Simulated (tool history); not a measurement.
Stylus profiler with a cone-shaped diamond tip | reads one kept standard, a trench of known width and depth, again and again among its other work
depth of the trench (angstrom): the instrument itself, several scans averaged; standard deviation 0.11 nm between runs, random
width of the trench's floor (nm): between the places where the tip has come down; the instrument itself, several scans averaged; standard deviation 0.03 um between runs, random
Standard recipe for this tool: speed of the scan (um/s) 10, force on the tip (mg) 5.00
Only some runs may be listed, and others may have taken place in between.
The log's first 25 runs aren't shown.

run	hour	speed of the scan (um/s)	force on the tip (mg)	depth of the trench (angstrom)	width of the trench's floor (nm)
26	602.1	10	3.78	1993.5	17390
# hour 637.4: height scale calibrated on a step standard, once more
27	637.4	20	10.12	2028.6	17420
28	658.0	2	4.75	2016.9	17420
29	677.2	28	3.41	2011.6	17270
30	701.3	28	3.41	2012.5	17240
31	718.3	38	1.86	2006.8	17120
32	751.0	11	2.20	2008.1	17310
33	768.9	27	5.89	2019.6	17320
34	797.3	27	5.89	2018.2	17330
35	816.3	7	2.50	2008.7	17360
36	842.8	6	7.18	2021.7	17380
37	870.8	11	13.26	2035.0	17360
38	885.9	33	1.87	2006.3	17170
39	903.6	6	2.07	2007.0	17380
40	928.1	10	13.37	2032.4	17420
41	945.7	18	2.73	2009.5	17320
42	971.7	10	14.51	2035.6	17370
43	1006.4	10	14.51	2035.7	17340
44	1035.8	36	12.16	2031.4	17330
45	1051.8	5	5.94	2018.5	17340
46	1068.8	9	1.76	2006.7	17290

Each row is a separate what-if for the run after 46, all from the same tool condition, not one after another. Results?
A	1091.8	20	3.25	?	?
B	1091.8	4	2.77	?	?
C	1091.8	11	11.20	?	?

run	depth of the trench (angstrom)	width of the trench's floor (nm)
A	2011.3	17250
B	2010.3	17350
C	2028.7	17330
Stripped of hidden state, with their random variation kept, the same runs would have yielded:
run	depth of the trench (angstrom)	width of the trench's floor (nm)
A	2015.0	17930
B	2014.0	18030
C	2032.4	18010
